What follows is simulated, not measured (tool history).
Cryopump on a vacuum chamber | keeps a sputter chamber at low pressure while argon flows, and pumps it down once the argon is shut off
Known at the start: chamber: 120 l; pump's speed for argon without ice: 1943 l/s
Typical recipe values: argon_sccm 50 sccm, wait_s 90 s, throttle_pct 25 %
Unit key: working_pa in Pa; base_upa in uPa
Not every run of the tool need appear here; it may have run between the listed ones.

{"run": 1, "day": 0.0, "argon_sccm": 50, "wait_s": 90, "throttle_pct": 25, "working_pa": 0.1789, "base_upa": 1.49}
{"run": 2, "day": 0.583, "argon_sccm": 58, "wait_s": 90, "throttle_pct": 25, "working_pa": 0.2088, "base_upa": 1.55}
{"run": 3, "day": 1.242, "argon_sccm": 50, "wait_s": 111, "throttle_pct": 25, "working_pa": 0.1782, "base_upa": 1.4}
{"run": 4, "day": 1.646, "argon_sccm": 50, "wait_s": 90, "throttle_pct": 25, "working_pa": 0.1797, "base_upa": 1.52}
{"run": 5, "day": 2.112, "argon_sccm": 50, "wait_s": 195, "throttle_pct": 25, "working_pa": 0.1804, "base_upa": 1.21}
{"run": 6, "day": 2.571, "argon_sccm": 50, "wait_s": 195, "throttle_pct": 25, "working_pa": 0.1801, "base_upa": 1.22}
{"run": 7, "day": 3.017, "argon_sccm": 100, "wait_s": 195, "throttle_pct": 25, "working_pa": 0.3592, "base_upa": 1.2}
{"run": 8, "day": 3.742, "argon_sccm": 100, "wait_s": 195, "throttle_pct": 25, "working_pa": 0.3602, "base_upa": 1.19}
{"run": 9, "day": 4.175, "argon_sccm": 100, "wait_s": 195, "throttle_pct": 25, "working_pa": 0.3609, "base_upa": 1.26}
{"run": 10, "day": 4.946, "argon_sccm": 100, "wait_s": 195, "throttle_pct": 25, "working_pa": 0.3599, "base_upa": 1.25}
{"run": 11, "day": 5.558, "argon_sccm": 50, "wait_s": 89, "throttle_pct": 39, "working_pa": 0.1173, "base_upa": 1.6}
{"run": 12, "day": 6.262, "argon_sccm": 50, "wait_s": 89, "throttle_pct": 39, "working_pa": 0.1174, "base_upa": 1.67}
{"run": 13, "day": 6.708, "argon_sccm": 50, "wait_s": 67, "throttle_pct": 58, "working_pa": 0.082, "base_upa": 1.84}
{"run": 14, "day": 7.525, "argon_sccm": 50, "wait_s": 67, "throttle_pct": 58, "working_pa": 0.0817, "base_upa": 1.86}
{"run": 15, "day": 7.996, "argon_sccm": 30, "wait_s": 34, "throttle_pct": 59, "working_pa": 0.0489, "base_upa": 2.67}
{"run": 16, "day": 8.417, "argon_sccm": 50, "wait_s": 90, "throttle_pct": 27, "working_pa": 0.1686, "base_upa": 1.6}
{"run": 17, "day": 8.917, "argon_sccm": 62, "wait_s": 90, "throttle_pct": 43, "working_pa": 0.1343, "base_upa": 1.66}
{"run": 18, "day": 9.258, "argon_sccm": 25, "wait_s": 90, "throttle_pct": 45, "working_pa": 0.0522, "base_upa": 1.66}

Each row is a separate what-if for the run after 18, all from the same tool condition, not one after another. Results?
{"run": "A", "day": 9.658, "argon_sccm": 89, "wait_s": 90, "throttle_pct": 34, "working_pa": "?", "base_upa": "?"}
{"run": "B", "day": 9.658, "argon_sccm": 50, "wait_s": 281, "throttle_pct": 25, "working_pa": "?", "base_upa": "?"}
{"run": "C", "day": 9.658, "argon_sccm": 94, "wait_s": 55, "throttle_pct": 17, "working_pa": "?", "base_upa": "?"}
{"run": "D", "day": 9.658, "argon_sccm": 78, "wait_s": 90, "throttle_pct": 60, "working_pa": "?", "base_upa": "?"}

run=A working_pa=0.2405 base_upa=1.65
run=B working_pa=0.182 base_upa=1.21
run=C working_pa=0.4918 base_upa=2.14
run=D working_pa=0.1241 base_upa=1.72
Take away the tool's hidden state, keep each run's random variation, and the runs would have read:
run=A working_pa=0.2274 base_upa=0.8
run=B working_pa=0.1746 base_upa=0.37
run=C working_pa=0.4781 base_upa=1.26
run=D working_pa=0.1127 base_upa=0.85

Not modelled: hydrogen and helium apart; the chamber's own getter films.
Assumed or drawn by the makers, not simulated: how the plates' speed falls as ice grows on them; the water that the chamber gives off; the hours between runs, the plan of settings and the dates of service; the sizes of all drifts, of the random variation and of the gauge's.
